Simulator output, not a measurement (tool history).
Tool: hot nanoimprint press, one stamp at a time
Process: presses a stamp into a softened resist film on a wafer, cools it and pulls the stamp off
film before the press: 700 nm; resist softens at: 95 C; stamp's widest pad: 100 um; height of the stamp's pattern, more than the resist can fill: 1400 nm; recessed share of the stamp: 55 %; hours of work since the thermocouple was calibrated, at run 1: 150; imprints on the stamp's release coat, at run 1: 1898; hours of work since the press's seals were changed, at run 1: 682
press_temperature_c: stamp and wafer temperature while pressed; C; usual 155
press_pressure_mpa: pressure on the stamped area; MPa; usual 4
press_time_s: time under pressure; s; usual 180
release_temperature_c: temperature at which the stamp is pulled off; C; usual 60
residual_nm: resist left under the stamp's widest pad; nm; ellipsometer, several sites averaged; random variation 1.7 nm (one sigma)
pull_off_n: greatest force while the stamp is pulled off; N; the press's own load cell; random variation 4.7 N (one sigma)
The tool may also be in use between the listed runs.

run	hour	press_temperature_c	press_pressure_mpa	press_time_s	release_temperature_c	hours of work since the thermocouple was calibrated	imprints on the stamp's release coat	hours of work since the press's seals were changed	residual_nm	pull_off_n
1	0	155	4	180	60	150	1898	682	321	236
# hour 35.1: stamp cleaned and given a new release coat
2	42.3	155	4	180	60	170	12	702	321.2	236
3	64.6	155	4.1	180	60	183	51	714	317.5	232
4	109.2	155	4.1	180	60	207	127	739	315.7	237
5	135	155	4.1	180	60	221	171	753	316.3	223
6	157.5	155	4.1	180	60	234	210	765	319.2	231
7	202.2	155	4.1	180	60	258	287	790	318.6	233
8	225.8	155	4	180	60	271	327	803	320.6	233
9	245.2	155	4	180	60	282	360	814	319.8	241
10	281.3	155	4	180	60	302	422	833	321.2	242
11	310.1	155	4	180	60	317	472	849	321.2	234
12	329.6	155	4	180	60	328	505	860	319.1	229
# hour 343.2: plate thermocouple calibrated
13	376.9	155	4	180	60	18	581	884	320.1	228

Forecast run 14:
14	407.4	155	5.17	125	51	35	634	901	?	?

Run 14 gave residual_nm 322.1 nm, pull_off_n 291 N.
Without the tool's hidden state the same run would have given residual_nm 321.6 nm, pull_off_n 290 N.
